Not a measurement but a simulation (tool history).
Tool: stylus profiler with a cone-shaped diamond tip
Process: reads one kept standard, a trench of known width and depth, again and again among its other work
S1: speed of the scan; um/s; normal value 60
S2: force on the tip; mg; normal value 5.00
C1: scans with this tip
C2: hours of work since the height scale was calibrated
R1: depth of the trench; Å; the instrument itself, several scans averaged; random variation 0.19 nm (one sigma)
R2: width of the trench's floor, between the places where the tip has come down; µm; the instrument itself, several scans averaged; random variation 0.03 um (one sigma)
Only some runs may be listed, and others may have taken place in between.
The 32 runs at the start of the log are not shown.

At hour 2273.4: height scale calibrated on a step standard.
Run 33, hour 2286.9: usual settings but S2 8.24 mg; C1 33521; C2 10. Result: R1 10273.4 Å, R2 43.27 µm.
At hour 2351.2: new tip fitted, height scale calibrated.
Run 34, hour 2351.5: usual settings but S2 8.24 mg; C1 3; C2 0. Result: R1 10267.1 Å, R2 45.72 µm.
Run 35, hour 2437.7: usual settings but S1 155 um/s, S2 7.24 mg; C1 786; C2 66. Result: R1 10244.3 Å, R2 45.24 µm.
Run 36, hour 2531.0: usual settings but S1 86 um/s, S2 13.63 mg; C1 1634; C2 137. Result: R1 10377.1 Å, R2 45.54 µm.
Run 37, hour 2621.5: usual settings but S1 61 um/s, S2 2.73 mg; C1 2457; C2 206. Result: R1 10128.2 Å, R2 45.34 µm.
Run 38, hour 2695.2: usual settings but S1 142 um/s, S2 3.26 mg; C1 3126; C2 262. Result: R1 10144.7 Å, R2 44.82 µm.
Run 39, hour 2767.3: usual settings but S1 142 um/s, S2 3.26 mg; C1 3781; C2 317. Result: R1 10145.0 Å, R2 44.73 µm.
Run 40, hour 2817.2: usual settings but S1 154 um/s, S2 1.86 mg; C1 4235; C2 356. Result: R1 10100.9 Å, R2 44.36 µm.
Run 41, hour 2879.6: usual settings but S1 35 um/s, S2 13.23 mg; C1 4802; C2 403. Result: R1 10375.6 Å, R2 45.38 µm.
Run 42, hour 2977.3: usual settings but S1 79 um/s, S2 2.89 mg; C1 5689; C2 478. Result: R1 10138.9 Å, R2 44.89 µm.

For run 43, what comes out?
Run 43, hour 3023.7: usual settings but S1 128 um/s, S2 3.56 mg; C1 6111; C2 513. Result: R1 ?, R2 ?.

R1: 10158.3 Å
R2: 44.66 µm
Had the tool carried no hidden state, the very same run would have given R1 10153.5 Å, R2 45.29 µm.
